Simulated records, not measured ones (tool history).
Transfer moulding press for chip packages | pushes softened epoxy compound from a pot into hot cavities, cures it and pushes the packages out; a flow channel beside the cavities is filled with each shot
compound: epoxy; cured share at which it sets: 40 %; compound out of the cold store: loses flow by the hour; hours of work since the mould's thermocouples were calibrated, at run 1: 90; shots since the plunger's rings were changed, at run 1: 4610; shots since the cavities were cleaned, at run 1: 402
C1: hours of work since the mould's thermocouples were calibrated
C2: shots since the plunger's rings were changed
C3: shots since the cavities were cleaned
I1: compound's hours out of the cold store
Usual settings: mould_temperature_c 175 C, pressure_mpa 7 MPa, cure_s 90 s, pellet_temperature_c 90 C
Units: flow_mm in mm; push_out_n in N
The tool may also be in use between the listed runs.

{"run": 1, "hour": 0.0, "mould_temperature_c": 175, "pressure_mpa": 7, "cure_s": 90, "pellet_temperature_c": 90, "C1": 90, "C2": 4610, "C3": 402, "I1": 41.2, "flow_mm": 625, "push_out_n": 411}
{"hour": 22.9, "done": "cavities cleaned with cleaning compound and waxed"}
{"run": 2, "hour": 71.4, "mould_temperature_c": 175, "pressure_mpa": 7, "cure_s": 90, "pellet_temperature_c": 90, "C1": 138, "C2": 5506, "C3": 622, "I1": 9.7, "flow_mm": 670, "push_out_n": 459}
{"hour": 77.2, "done": "cavities cleaned with cleaning compound and waxed"}
{"run": 3, "hour": 118.0, "mould_temperature_c": 175, "pressure_mpa": 7, "cure_s": 90, "pellet_temperature_c": 85, "C1": 170, "C2": 6084, "C3": 523, "I1": 43.3, "flow_mm": 612, "push_out_n": 437}
{"hour": 128.1, "done": "cavities cleaned with cleaning compound and waxed"}
{"hour": 151.5, "done": "plunger's sealing rings changed"}
{"hour": 181.6, "done": "cavities cleaned with cleaning compound and waxed"}
{"run": 4, "hour": 188.4, "mould_temperature_c": 169, "pressure_mpa": 7, "cure_s": 90, "pellet_temperature_c": 85, "C1": 215, "C2": 454, "C3": 87, "I1": 23.8, "flow_mm": 703, "push_out_n": 566}
{"hour": 235.4, "done": "cavities cleaned with cleaning compound and waxed"}
{"run": 5, "hour": 254.9, "mould_temperature_c": 175, "pressure_mpa": 7, "cure_s": 90, "pellet_temperature_c": 97, "C1": 260, "C2": 1287, "C3": 249, "I1": 42.7, "flow_mm": 645, "push_out_n": 353}
{"hour": 288.3, "done": "cavities cleaned with cleaning compound and waxed"}
{"run": 6, "hour": 296.2, "mould_temperature_c": 175, "pressure_mpa": 7, "cure_s": 90, "pellet_temperature_c": 97, "C1": 288, "C2": 1798, "C3": 102, "I1": 44.5, "flow_mm": 628, "push_out_n": 313}
{"hour": 342.9, "done": "cavities cleaned with cleaning compound and waxed"}
{"run": 7, "hour": 356.1, "mould_temperature_c": 175, "pressure_mpa": 7, "cure_s": 90, "pellet_temperature_c": 97, "C1": 329, "C2": 2546, "C3": 170, "I1": 29.6, "flow_mm": 657, "push_out_n": 356}
{"run": 8, "hour": 390.6, "mould_temperature_c": 175, "pressure_mpa": 7, "cure_s": 90, "pellet_temperature_c": 90, "C1": 353, "C2": 2988, "C3": 612, "I1": 24, "flow_mm": 659, "push_out_n": 451}
{"hour": 399.0, "done": "cavities cleaned with cleaning compound and waxed"}
{"hour": 450.8, "done": "cavities cleaned with cleaning compound and waxed"}
{"run": 9, "hour": 466.8, "mould_temperature_c": 170, "pressure_mpa": 6.9, "cure_s": 115, "pellet_temperature_c": 90, "C1": 404, "C2": 3926, "C3": 205, "I1": 42.7, "flow_mm": 639, "push_out_n": 341}
{"hour": 505.3, "done": "cavities cleaned with cleaning compound and waxed"}
{"run": 10, "hour": 513.1, "mould_temperature_c": 167, "pressure_mpa": 7, "cure_s": 78, "pellet_temperature_c": 90, "C1": 435, "C2": 4500, "C3": 100, "I1": 16.1, "flow_mm": 702, "push_out_n": 898}
{"hour": 551.9, "done": "mould's thermocouples calibrated"}
{"hour": 557.5, "done": "cavities cleaned with cleaning compound and waxed"}
{"run": 11, "hour": 560.5, "mould_temperature_c": 179, "pressure_mpa": 7, "cure_s": 123, "pellet_temperature_c": 90, "C1": 5, "C2": 5062, "C3": 38, "I1": 46.7, "flow_mm": 596, "push_out_n": 222}
{"hour": 611.4, "done": "cavities cleaned with cleaning compound and waxed"}
{"run": 12, "hour": 622.3, "mould_temperature_c": 179, "pressure_mpa": 7, "cure_s": 123, "pellet_temperature_c": 90, "C1": 47, "C2": 5836, "C3": 140, "I1": 29, "flow_mm": 620, "push_out_n": 257}
{"run": 13, "hour": 658.7, "mould_temperature_c": 175, "pressure_mpa": 7.45, "cure_s": 107, "pellet_temperature_c": 90, "C1": 72, "C2": 6302, "C3": 606, "I1": 39.9, "flow_mm": 636, "push_out_n": 357}
{"hour": 665.2, "done": "cavities cleaned with cleaning compound and waxed"}
{"hour": 679.5, "done": "plunger's sealing rings changed"}
{"run": 14, "hour": 713.2, "mould_temperature_c": 172, "pressure_mpa": 5.41, "cure_s": 73, "pellet_temperature_c": 83, "C1": 107, "C2": 432, "C3": 583, "I1": 32.3, "flow_mm": 604, "push_out_n": 976}
{"hour": 720.7, "done": "cavities cleaned with cleaning compound and waxed"}
{"run": 15, "hour": 747.4, "mould_temperature_c": 172, "pressure_mpa": 5.41, "cure_s": 73, "pellet_temperature_c": 83, "C1": 130, "C2": 851, "C3": 342, "I1": 15.1, "flow_mm": 623, "push_out_n": 874}
{"hour": 773.6, "done": "cavities cleaned with cleaning compound and waxed"}
{"hour": 826.9, "done": "cavities cleaned with cleaning compound and waxed"}
{"run": 16, "hour": 829.2, "mould_temperature_c": 175, "pressure_mpa": 7.12, "cure_s": 90, "pellet_temperature_c": 100, "C1": 185, "C2": 1861, "C3": 29, "I1": 21.4, "flow_mm": 678, "push_out_n": 322}

3 ways to go on from here, each from the tool as it stands after run 16. What would each give?
{"run": "A", "hour": 864.6, "mould_temperature_c": 169, "pressure_mpa": 5.49, "cure_s": 81, "pellet_temperature_c": 90, "C1": 210, "C2": 2315, "C3": 483, "I1": 30.2, "flow_mm": "?", "push_out_n": "?"}
{"run": "B", "hour": 864.6, "mould_temperature_c": 172, "pressure_mpa": 6.39, "cure_s": 90, "pellet_temperature_c": 87, "C1": 210, "C2": 2315, "C3": 483, "I1": 27, "flow_mm": "?", "push_out_n": "?"}
{"run": "C", "hour": 864.6, "mould_temperature_c": 175, "pressure_mpa": 5.84, "cure_s": 90, "pellet_temperature_c": 100, "C1": 210, "C2": 2315, "C3": 483, "I1": 33.5, "flow_mm": "?", "push_out_n": "?"}

run=A flow_mm=607 push_out_n=910
run=B flow_mm=654 push_out_n=575
run=C flow_mm=599 push_out_n=424
Without the tool's hidden state the same runs would have given:
run=A flow_mm=618 push_out_n=598
run=B flow_mm=666 push_out_n=371
run=C flow_mm=610 push_out_n=283

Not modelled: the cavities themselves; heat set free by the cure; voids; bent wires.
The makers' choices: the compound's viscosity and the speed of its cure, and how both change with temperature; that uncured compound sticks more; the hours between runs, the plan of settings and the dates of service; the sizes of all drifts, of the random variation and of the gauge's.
